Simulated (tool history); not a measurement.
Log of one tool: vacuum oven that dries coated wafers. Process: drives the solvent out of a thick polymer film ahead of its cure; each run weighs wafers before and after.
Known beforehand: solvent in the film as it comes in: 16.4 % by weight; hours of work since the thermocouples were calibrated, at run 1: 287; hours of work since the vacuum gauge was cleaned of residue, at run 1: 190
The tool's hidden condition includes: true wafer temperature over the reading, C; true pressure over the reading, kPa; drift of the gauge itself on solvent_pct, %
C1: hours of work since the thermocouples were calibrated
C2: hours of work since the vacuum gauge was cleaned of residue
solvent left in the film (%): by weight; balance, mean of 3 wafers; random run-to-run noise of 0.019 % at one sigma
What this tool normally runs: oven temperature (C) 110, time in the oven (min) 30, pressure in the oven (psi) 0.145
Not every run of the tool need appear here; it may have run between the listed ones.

Run 1, day 0.000: usual settings; C1 287; C2 190. Result: solvent left in the film (%) 2.62.
Run 2, day 0.888: usual settings; C1 303; C2 206. Result: solvent left in the film (%) 2.58.
Run 3, day 1.525: usual settings; C1 314; C2 217. Result: solvent left in the film (%) 2.60.
Run 4, day 2.292: usual settings but oven temperature (C) 97; C1 328; C2 231. Result: solvent left in the film (%) 4.91.
Run 5, day 3.071: usual settings but oven temperature (C) 112; C1 341; C2 244. Result: solvent left in the film (%) 2.34.
Run 6, day 3.675: usual settings but oven temperature (C) 112, pressure in the oven (psi) 0.403; C1 352; C2 255. Result: solvent left in the film (%) 3.52.
Run 7, day 4.546: usual settings but oven temperature (C) 112, pressure in the oven (psi) 0.403; C1 367; C2 270. Result: solvent left in the film (%) 3.52.
Run 8, day 5.029: usual settings but time in the oven (min) 46; C1 376; C2 279. Result: solvent left in the film (%) 1.52.
Run 9, day 5.938: usual settings but time in the oven (min) 46; C1 392; C2 295. Result: solvent left in the film (%) 1.51.
At day 6.046: vacuum gauge cleaned of residue and calibrated.
Run 10, day 6.450: usual settings but time in the oven (min) 46; C1 400; C2 7. Result: solvent left in the film (%) 1.49.
Run 11, day 7.192: usual settings but time in the oven (min) 46; C1 413; C2 20. Result: solvent left in the film (%) 1.52.
Run 12, day 7.850: usual settings but pressure in the oven (psi) 0.508; C1 424; C2 32. Result: solvent left in the film (%) 4.40.
Run 13, day 8.612: usual settings but pressure in the oven (psi) 0.508; C1 438; C2 45. Result: solvent left in the film (%) 4.41.
Run 14, day 9.162: usual settings but pressure in the oven (psi) 0.508; C1 447; C2 55. Result: solvent left in the film (%) 4.42.
At day 9.721: vacuum gauge cleaned of residue and calibrated, once more.
Run 15, day 9.817: usual settings but oven temperature (C) 120; C1 458; C2 2. Result: solvent left in the film (%) 1.32.
Run 16, day 10.229: usual settings but time in the oven (min) 33; C1 465; C2 9. Result: solvent left in the film (%) 2.20.
Run 17, day 11.046: usual settings but oven temperature (C) 102, time in the oven (min) 15; C1 479; C2 23. Result: solvent left in the film (%) 6.95.
Run 18, day 11.817: usual settings but time in the oven (min) 20; C1 493; C2 37. Result: solvent left in the film (%) 4.17.
Run 19, day 12.592: usual settings but oven temperature (C) 108; C1 506; C2 50. Result: solvent left in the film (%) 2.80.

For run 20, what comes out?
Run 20, day 13.417: usual settings but oven temperature (C) 108; C1 521; C2 65. Result: solvent left in the film (%) ?.

Logged for run 20: solvent left in the film (%) 2.80.
On a tool with no hidden condition, and with the same random variation, this run would have come out at solvent left in the film (%) 2.92.
